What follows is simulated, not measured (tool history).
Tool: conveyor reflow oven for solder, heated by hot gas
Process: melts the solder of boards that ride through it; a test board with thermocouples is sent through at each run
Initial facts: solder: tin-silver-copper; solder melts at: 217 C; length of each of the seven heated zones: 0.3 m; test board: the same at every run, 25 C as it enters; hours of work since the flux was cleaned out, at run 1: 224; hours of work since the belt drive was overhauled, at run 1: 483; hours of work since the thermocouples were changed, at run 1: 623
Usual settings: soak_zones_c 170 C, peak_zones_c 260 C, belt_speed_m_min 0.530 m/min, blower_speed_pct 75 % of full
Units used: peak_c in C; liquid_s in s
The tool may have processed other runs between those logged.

run,hour,soak_zones_c,peak_zones_c,belt_speed_m_min,blower_speed_pct,hours of work since the flux was cleaned out,hours of work since the belt drive was overhauled,hours of work since the thermocouples were changed,peak_c,liquid_s
1,0.0,170,260,0.530,75,224,483,623,243.9,44.5
2,64.9,170,260,0.530,75,271,529,670,244.3,44.2
3,117.9,170,260,0.535,75,309,568,708,243.8,43.7
# hour 176.3: flux residue cleaned out of gas plates and filters
4,201.9,164,260,0.530,75,18,625,765,245.8,45.3
5,276.8,170,260,0.530,75,73,679,819,246.5,47.8
6,368.4,159,260,0.530,75,139,745,886,244.4,41.1
# hour 393.2: belt drive overhauled, speed set with a stopwatch
7,452.4,157,260,0.530,75,197,43,943,242.7,38.1
8,521.9,157,260,0.582,75,247,93,994,238.1,31.0
9,576.2,170,260,0.636,75,286,132,1033,238.0,30.0
10,632.3,170,260,0.636,75,327,173,1074,236.6,29.1
# hour 671.3: flux residue cleaned out of gas plates and filters
11,689.7,170,260,0.636,75,13,211,1111,240.5,34.2
12,753.8,170,256,0.530,75,60,257,1158,244.1,43.3
13,794.1,170,260,0.530,75,89,286,1187,246.3,45.8
14,871.3,170,260,0.530,75,145,342,1243,246.6,46.0
15,942.2,170,260,0.530,75,196,393,1294,246.0,44.9
16,992.1,170,260,0.530,75,232,429,1330,245.4,45.9
17,1070.6,176,254,0.530,75,289,486,1387,241.1,43.8
# hour 1118.6: thermocouples of zones 6 and 7 changed
# hour 1159.4: flux residue cleaned out of gas plates and filters
18,1159.4,169,260,0.530,53,0,545,26,237.5,35.6
19,1208.6,170,260,0.585,75,36,581,61,242.4,39.2
20,1298.7,173,257,0.585,75,101,646,127,239.3,37.2
21,1380.4,173,257,0.585,75,160,705,186,239.7,35.9
22,1435.1,158,257,0.585,75,199,744,225,236.0,30.1
# hour 1461.2: belt drive overhauled, speed set with a stopwatch
23,1496.3,169,255,0.454,75,241,25,267,243.2,51.3
24,1564.1,169,255,0.454,75,290,74,316,242.5,51.5
25,1605.3,169,255,0.454,75,320,104,345,242.6,51.2
# hour 1649.6: flux residue cleaned out of gas plates and filters
26,1676.0,169,255,0.454,75,19,152,393,245.4,55.1
27,1762.7,169,255,0.454,75,82,214,456,244.7,54.2
28,1818.3,169,255,0.454,75,122,254,496,244.4,53.0
29,1860.9,169,255,0.454,75,153,285,526,243.3,52.5

Forecast each of these 3 alternatives for the next run:
A,1931.5,170,273,0.601,65,204,336,577,?,?
B,1931.5,176,255,0.519,77,204,336,577,?,?
C,1931.5,169,264,0.454,75,204,336,577,?,?

run,peak_c,liquid_s
A,246.3,38.8
B,242.1,45.1
C,252.5,59.5
Had the tool no hidden state, the same runs would have come out as:
run,peak_c,liquid_s
A,248.1,40.0
B,243.2,46.2
C,253.6,60.2
